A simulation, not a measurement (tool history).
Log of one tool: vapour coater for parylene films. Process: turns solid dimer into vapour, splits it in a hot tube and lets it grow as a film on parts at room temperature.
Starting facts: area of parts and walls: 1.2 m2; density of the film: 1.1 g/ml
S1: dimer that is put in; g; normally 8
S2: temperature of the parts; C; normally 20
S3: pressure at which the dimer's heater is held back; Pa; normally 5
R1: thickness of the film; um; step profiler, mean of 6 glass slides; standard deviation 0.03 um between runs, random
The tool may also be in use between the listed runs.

run 1 hour=0 | S1=8 S2=20 S3=5 | R1=2.75
run 2 hour=51.5 | S1=8 S2=20 S3=5 | R1=2.76
run 3 hour=114.1 | S1=8 S2=20 S3=5 | R1=2.76
run 4 hour=158.6 | S1=8 S2=20 S3=5 | R1=2.78
run 5 hour=198.4 | S1=8 S2=20 S3=5 | R1=2.76
run 6 hour=232.3 | S1=8 S2=20 S3=5 | R1=2.71
run 7 hour=294.8 | S1=12 S2=20 S3=2.81 | R1=4.3
run 8 hour=353 | S1=7 S2=13 S3=6.09 | R1=3.17
run 9 hour=398.6 | S1=7 S2=13 S3=6.09 | R1=3.17
-- hour=432.2 trap's valve overhauled
run 10 hour=432.2 | S1=10 S2=13 S3=8.17 | R1=4.71

3 options for the next run, each taken on its own from the tool as it stands now. Forecast them:
run A hour=465.3 | S1=8 S2=16 S3=3.34 | R1=?
run B hour=465.3 | S1=5 S2=19 S3=5.48 | R1=?
run C hour=465.3 | S1=9 S2=17 S3=8.17 | R1=?

run=A R1=3.69
run=B R1=1.81
run=C R1=3.51
The same runs, with their run-to-run variation unchanged, on a tool lacking any hidden condition would have given:
run=A R1=3.67
run=B R1=1.8
run=C R1=3.49

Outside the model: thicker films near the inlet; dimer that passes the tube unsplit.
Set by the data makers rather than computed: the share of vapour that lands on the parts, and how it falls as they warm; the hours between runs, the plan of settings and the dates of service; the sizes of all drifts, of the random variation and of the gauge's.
